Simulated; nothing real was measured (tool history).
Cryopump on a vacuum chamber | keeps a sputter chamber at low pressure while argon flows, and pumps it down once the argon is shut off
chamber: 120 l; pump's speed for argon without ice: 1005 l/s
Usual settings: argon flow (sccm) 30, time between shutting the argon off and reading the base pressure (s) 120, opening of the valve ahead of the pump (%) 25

run   hour  argon flow (sccm)  time between shutting the argon off and reading the base pressure (s)  opening of the valve ahead of the pump (%)  pressure while argon flows (Pa)  pressure after the wait (uPa)
  1      0                 30                                                                    120                                          25                           0.2079                           2.07
  2   25.9                 30                                                                    120                                          25                             0.21                           2.08
  3   58.5                 30                                                                     20                                          25                           0.2099                           6.45
  4   91.4                 30                                                                    120                                          25                           0.2097                            2.1
  5  123.7                 15                                                                    120                                          25                           0.1047                           2.05
  6  150.6                 15                                                                    166                                          25                           0.1051                           1.94

The next listed run, before its measurement:
  7  182.9                 30                                                                    120                                          47                                ?                              ?

pressure while argon flows (Pa): 0.1155
pressure after the wait (uPa): 2.17
Without the tool's hidden state the same run would have given pressure while argon flows (Pa) 0.107, pressure after the wait (uPa) 1.18.
